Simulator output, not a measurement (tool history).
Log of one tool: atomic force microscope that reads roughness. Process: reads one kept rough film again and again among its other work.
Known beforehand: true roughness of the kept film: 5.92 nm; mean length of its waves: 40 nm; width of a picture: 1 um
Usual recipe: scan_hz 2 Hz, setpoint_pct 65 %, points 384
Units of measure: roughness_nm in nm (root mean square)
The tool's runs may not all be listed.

run,hour,scan_hz,setpoint_pct,points,roughness_nm
1,0,2,65,384,5.329
2,20.4,2,65,384,5.317
3,44.2,2,65,858,5.36
4,60.6,2,65,1019,5.374
5,79.1,2,65,1019,5.306
6,111,2,65,1019,5.294
7,136.8,1.26,65,1019,5.398
8,169.5,2,67,384,5.291
9,206.2,2,65,384,5.288
10,241.8,2,65,384,5.285
11,265.3,2,65,384,5.29
12,285.3,2,65,384,5.32
13,311.6,2,65,384,5.335
14,343.7,2,65,785,5.319
15,373.6,2,65,785,5.329
16,410.5,2,65,785,5.351
17,427.7,2,65,785,5.332
18,460.2,2,65,785,5.322
19,479.4,1.39,65,384,5.377
20,504.6,1.39,65,384,5.402
21,525,1.39,65,384,5.376
22,558.5,2,65,384,5.274
23,585,2,65,422,5.279
24,608.3,2,65,422,5.298
25,628.5,2,65,384,5.327
26,646.5,2,65,384,5.288
27,679.6,3.55,80,589,4.828
28,711.3,3.55,80,589,4.832
29,736.4,1.37,76,649,5.258
30,759.3,1.37,76,649,5.279
31,794.5,0.94,74,537,5.369
32,830.3,1.84,60,805,5.374
33,851.6,1.84,60,805,5.363
34,874.4,0.7,55,906,5.459
35,905.6,2,71,942,5.251
36,933.7,2,65,467,5.28
37,969.8,1.21,65,704,5.416
38,1005.7,2,66,931,5.29
39,1035.1,3.55,90,377,4.485
40,1053.4,2,80,738,5.146
41,1078.8,2.32,59,385,5.357
42,1111.8,0.7,65,464,5.426
43,1148.7,0.7,65,464,5.483
44,1172,0.7,65,464,5.457
45,1206.2,0.51,61,384,5.479
46,1232.1,0.51,61,384,5.466
47,1250.1,0.51,61,384,5.435
48,1269.8,2,58,934,5.373
49,1297.3,0.52,65,384,5.44
50,1320.2,0.86,77,945,5.362
51,1358.2,2,88,384,4.919
52,1394.6,0.53,65,384,5.403

Not shown: 4 entries that the log had between the listed runs. Between which runs, and how does the tool's hidden state differ before and after?
Run 13 -> run 14: new tip fitted (hour 337.3)
  radius of the tip, nm: 5.3 -> 5
Run 26 -> run 27: new tip fitted (hour 676.5)
  radius of the tip, nm: 5.3 -> 5
Run 38 -> run 39: new tip fitted (hour 1014.5)
  radius of the tip, nm: 5.3 -> 5
Run 50 -> run 51: new tip fitted (hour 1353.4)
  radius of the tip, nm: 5.3 -> 5

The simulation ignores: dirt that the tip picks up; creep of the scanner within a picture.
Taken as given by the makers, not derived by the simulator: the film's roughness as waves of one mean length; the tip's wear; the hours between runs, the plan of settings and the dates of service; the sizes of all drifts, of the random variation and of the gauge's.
